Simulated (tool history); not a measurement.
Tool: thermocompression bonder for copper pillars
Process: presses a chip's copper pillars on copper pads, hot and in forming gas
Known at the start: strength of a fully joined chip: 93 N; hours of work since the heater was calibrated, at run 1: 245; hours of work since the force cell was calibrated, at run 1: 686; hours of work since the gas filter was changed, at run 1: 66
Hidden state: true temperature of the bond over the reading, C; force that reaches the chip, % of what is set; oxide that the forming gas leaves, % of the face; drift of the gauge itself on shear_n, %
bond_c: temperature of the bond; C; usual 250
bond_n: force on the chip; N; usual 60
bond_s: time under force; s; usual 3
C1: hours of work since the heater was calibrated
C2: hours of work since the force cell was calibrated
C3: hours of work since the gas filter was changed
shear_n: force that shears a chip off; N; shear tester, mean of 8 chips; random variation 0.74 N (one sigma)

{"run": 1, "day": 0.0, "bond_c": 250, "bond_n": 60, "bond_s": 3, "C1": 245, "C2": 686, "C3": 66, "shear_n": 51.2}
{"run": 2, "day": 1.521, "bond_c": 250, "bond_n": 51, "bond_s": 3, "C1": 262, "C2": 703, "C3": 82, "shear_n": 45.3}
{"run": 3, "day": 2.571, "bond_c": 250, "bond_n": 51, "bond_s": 3, "C1": 273, "C2": 714, "C3": 94, "shear_n": 44.3}
{"run": 4, "day": 3.4, "bond_c": 250, "bond_n": 51, "bond_s": 3, "C1": 282, "C2": 723, "C3": 103, "shear_n": 44.3}
{"run": 5, "day": 4.212, "bond_c": 250, "bond_n": 51, "bond_s": 3, "C1": 291, "C2": 732, "C3": 112, "shear_n": 44.8}
{"run": 6, "day": 4.975, "bond_c": 250, "bond_n": 60, "bond_s": 3, "C1": 300, "C2": 741, "C3": 120, "shear_n": 50.5}
{"day": 5.125, "done": "heater calibrated with a thermocouple chip"}
{"run": 7, "day": 6.388, "bond_c": 250, "bond_n": 60, "bond_s": 3, "C1": 14, "C2": 755, "C3": 135, "shear_n": 48.8}
{"run": 8, "day": 7.375, "bond_c": 250, "bond_n": 60, "bond_s": 3, "C1": 25, "C2": 766, "C3": 146, "shear_n": 50.9}
{"run": 9, "day": 8.671, "bond_c": 267, "bond_n": 69, "bond_s": 5, "C1": 39, "C2": 780, "C3": 160, "shear_n": 68.8}
{"day": 10.062, "done": "heater calibrated with a thermocouple chip, once more"}
{"run": 10, "day": 10.225, "bond_c": 246, "bond_n": 60, "bond_s": 3, "C1": 2, "C2": 796, "C3": 176, "shear_n": 48.9}
{"run": 11, "day": 11.6, "bond_c": 227, "bond_n": 60, "bond_s": 3, "C1": 17, "C2": 811, "C3": 191, "shear_n": 39.9}

Forecast each of these 3 alternatives for the next run:
{"run": "A", "day": 13.062, "bond_c": 227, "bond_n": 69, "bond_s": 8, "C1": 33, "C2": 828, "C3": 207, "shear_n": "?"}
{"run": "B", "day": 13.062, "bond_c": 250, "bond_n": 60, "bond_s": 3, "C1": 33, "C2": 828, "C3": 207, "shear_n": "?"}
{"run": "C", "day": 13.062, "bond_c": 250, "bond_n": 81, "bond_s": 8, "C1": 33, "C2": 828, "C3": 207, "shear_n": "?"}

run=A shear_n=61.1
run=B shear_n=50.9
run=C shear_n=75.5
Without the tool's hidden state the same runs would have given:
run=A shear_n=66.5
run=B shear_n=55.7
run=C shear_n=81.3
